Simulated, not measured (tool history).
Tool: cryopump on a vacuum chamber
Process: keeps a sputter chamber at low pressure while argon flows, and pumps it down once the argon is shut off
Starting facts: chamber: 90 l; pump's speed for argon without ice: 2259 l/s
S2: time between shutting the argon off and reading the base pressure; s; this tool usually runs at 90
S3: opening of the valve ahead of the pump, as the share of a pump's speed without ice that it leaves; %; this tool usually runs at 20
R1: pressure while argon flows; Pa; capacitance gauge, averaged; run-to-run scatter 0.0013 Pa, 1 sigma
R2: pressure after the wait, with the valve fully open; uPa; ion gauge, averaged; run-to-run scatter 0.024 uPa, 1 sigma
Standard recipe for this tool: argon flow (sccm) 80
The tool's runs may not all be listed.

run 1 hour=0 | argon_flow_(sccm)=80 S2=90 S3=20 | R1=0.3138 R2=1.45
run 2 hour=65.1 | argon_flow_(sccm)=80 S2=90 S3=20 | R1=0.32 R2=1.6
run 3 hour=118.8 | argon_flow_(sccm)=80 S2=90 S3=20 | R1=0.3219 R2=1.59
run 4 hour=192.2 | argon_flow_(sccm)=80 S2=90 S3=20 | R1=0.3008 R2=1.39
run 5 hour=242.7 | argon_flow_(sccm)=80 S2=90 S3=20 | R1=0.3026 R2=1.49
run 6 hour=316.5 | argon_flow_(sccm)=80 S2=90 S3=20 | R1=0.3031 R2=1.53
run 7 hour=365.8 | argon_flow_(sccm)=80 S2=90 S3=20 | R1=0.3108 R2=1.6
run 8 hour=408.7 | argon_flow_(sccm)=80 S2=90 S3=20 | R1=0.3092 R2=1.67
run 9 hour=470.4 | argon_flow_(sccm)=80 S2=90 S3=20 | R1=0.315 R2=1.78
run 10 hour=545.9 | argon_flow_(sccm)=47 S2=90 S3=20 | R1=0.1871 R2=1.84
run 11 hour=602.9 | argon_flow_(sccm)=47 S2=90 S3=20 | R1=0.1907 R2=1.97
run 12 hour=654.3 | argon_flow_(sccm)=80 S2=90 S3=44 | R1=0.1647 R2=2.06
run 13 hour=731.1 | argon_flow_(sccm)=80 S2=90 S3=20 | R1=0.3013 R2=1.71
run 14 hour=776.9 | argon_flow_(sccm)=80 S2=90 S3=20 | R1=0.3024 R2=1.72
run 15 hour=846.6 | argon_flow_(sccm)=80 S2=90 S3=20 | R1=0.3088 R2=1.87
run 16 hour=908.8 | argon_flow_(sccm)=80 S2=90 S3=20 | R1=0.3092 R2=1.95
run 17 hour=981.3 | argon_flow_(sccm)=80 S2=90 S3=20 | R1=0.3155 R2=2.05
run 18 hour=1056.3 | argon_flow_(sccm)=80 S2=90 S3=20 | R1=0.3202 R2=2.2
run 19 hour=1131.4 | argon_flow_(sccm)=80 S2=90 S3=20 | R1=0.3257 R2=0.98
run 20 hour=1201.8 | argon_flow_(sccm)=80 S2=90 S3=20 | R1=0.3009 R2=0.9
run 21 hour=1269 | argon_flow_(sccm)=49 S2=23 S3=17 | R1=0.2194 R2=3.13
run 22 hour=1351.9 | argon_flow_(sccm)=49 S2=23 S3=17 | R1=0.2224 R2=3.09
run 23 hour=1388.7 | argon_flow_(sccm)=51 S2=274 S3=18 | R1=0.2182 R2=0.58
run 24 hour=1462 | argon_flow_(sccm)=53 S2=203 S3=22 | R1=0.1911 R2=0.73
run 25 hour=1500 | argon_flow_(sccm)=147 S2=168 S3=22 | R1=0.5328 R2=0.82
run 26 hour=1567.4 | argon_flow_(sccm)=80 S2=90 S3=31 | R1=0.2159 R2=1.22
run 27 hour=1615.4 | argon_flow_(sccm)=81 S2=282 S3=30 | R1=0.2262 R2=0.79
run 28 hour=1702.9 | argon_flow_(sccm)=81 S2=282 S3=30 | R1=0.2039 R2=0.68
run 29 hour=1772.6 | argon_flow_(sccm)=77 S2=39 S3=20 | R1=0.2918 R2=2.22
run 30 hour=1837.8 | argon_flow_(sccm)=37 S2=90 S3=20 | R1=0.1426 R2=1.32
run 31 hour=1925.1 | argon_flow_(sccm)=86 S2=172 S3=20 | R1=0.3359 R2=0.99
run 32 hour=1990.2 | argon_flow_(sccm)=86 S2=172 S3=20 | R1=0.3406 R2=1.08
run 33 hour=2054.3 | argon_flow_(sccm)=88 S2=260 S3=20 | R1=0.3537 R2=1.03
run 34 hour=2107 | argon_flow_(sccm)=108 S2=35 S3=18 | R1=0.4827 R2=2.71

Put back what was entered between runs (5 entries, withheld): which listed runs does each sit between, and how does the hidden state differ from the listed run before to the listed run after?
Between runs 3 and 4: pump warmed up, emptied and cooled again (hour 162.7)
  pump's speed, % of a pump's without ice: 72.1 -> 97.9; leak into the chamber, uPa l/s: 1474 -> 1550
  what was measured, less what the result would be without the hidden state, R1: +0.0233 -> +0.0014 Pa; R2: +0.77 -> +0.57 uPa
Between runs 12 and 13: pump warmed up, emptied and cooled again (hour 663.4)
  pump's speed, % of a pump's without ice: 68.2 -> 96; cold plate's temperature, K: 12.21 -> 12.22; leak into the chamber, uPa l/s: 2027 -> 2101
  what was measured, less what the result would be without the hidden state, R1: +0.0283 -> +0.0027 Pa; R2: +1.21 -> +0.86 uPa
Between runs 18 and 19: leaking fittings of the chamber tightened, without venting (hour 1062.7)
  pump's speed, % of a pump's without ice: 74.5 -> 69.9; cold plate's temperature, K: 12.25 -> 12.26; leak into the chamber, uPa l/s: 2435 -> 377
  what was measured, less what the result would be without the hidden state, R1: +0.0209 -> +0.0262 Pa; R2: +1.35 -> +0.11 uPa
Between runs 19 and 20: pump warmed up, emptied and cooled again (hour 1169)
  pump's speed, % of a pump's without ice: 69.9 -> 96.9; cold plate's temperature, K: 12.26 -> 12.27; leak into the chamber, uPa l/s: 377 -> 438
  what was measured, less what the result would be without the hidden state, R1: +0.0262 -> +0.0022 Pa; R2: +0.11 -> +0.07 uPa
Between runs 27 and 28: pump warmed up, emptied and cooled again (hour 1675.1)
  pump's speed, % of a pump's without ice: 70.8 -> 98; cold plate's temperature, K: 12.31 -> 12.32; leak into the chamber, uPa l/s: 859 -> 939
  what was measured, less what the result would be without the hidden state, R1: +0.0254 -> +0.0016 Pa; R2: +0.41 -> +0.29 uPa
